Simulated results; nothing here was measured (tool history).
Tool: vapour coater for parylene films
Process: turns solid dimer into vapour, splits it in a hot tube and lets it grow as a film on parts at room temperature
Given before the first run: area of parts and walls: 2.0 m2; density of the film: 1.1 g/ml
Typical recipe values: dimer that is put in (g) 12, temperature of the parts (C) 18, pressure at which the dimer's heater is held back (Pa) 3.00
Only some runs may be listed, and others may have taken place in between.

run,hour,dimer that is put in (g),temperature of the parts (C),pressure at which the dimer's heater is held back (Pa),thickness of the film (µm)
1,0.0,12,18,3.00,2.83
2,74.8,12,20,3.00,2.73
3,134.3,12,20,3.00,2.73
4,189.4,12,20,3.00,2.72
5,256.2,12,28,3.00,2.32
6,327.7,9,18,3.00,2.12
7,395.4,9,18,3.00,2.13
8,468.0,9,18,3.00,2.13
9,527.5,9,18,3.00,2.12
10,600.5,9,18,3.00,2.13
11,670.9,9,18,3.00,2.11
12,720.8,12,22,3.00,2.64
13,785.4,12,18,3.00,2.85
14,857.5,12,18,3.00,2.88
15,927.6,6,12,3.21,1.61
16,986.9,6,12,3.21,1.57
17,1034.4,12,13,3.00,3.15
18,1085.7,18,13,2.45,4.92
19,1141.0,12,12,3.44,3.15
20,1211.0,6,12,3.44,1.56
21,1247.2,6,12,3.44,1.55
22,1289.1,7,18,3.00,1.68
23,1328.0,6,18,6.32,1.23
24,1403.4,6,18,6.32,1.22
25,1445.0,12,18,2.10,3.06
26,1516.1,7,14,4.69,1.64
27,1560.2,14,11,2.35,4.03

Put back what was entered between runs (3 entries, withheld): which listed runs does each sit between, and how does the hidden state differ from the listed run before to the listed run after?
After run 8, before run 9: trap's valve overhauled (hour 510.8)
  vapour lost through the trap's worn valve, %: 0.6 -> 0
After run 11, before run 12: table's thermometer calibrated (hour 694.5)
  true temperature of the parts over the reading, C: -0.07 -> 0
After run 24, before run 25: trap's valve overhauled (hour 1434.6)
  vapour lost through the trap's worn valve, %: 0.5 -> 0
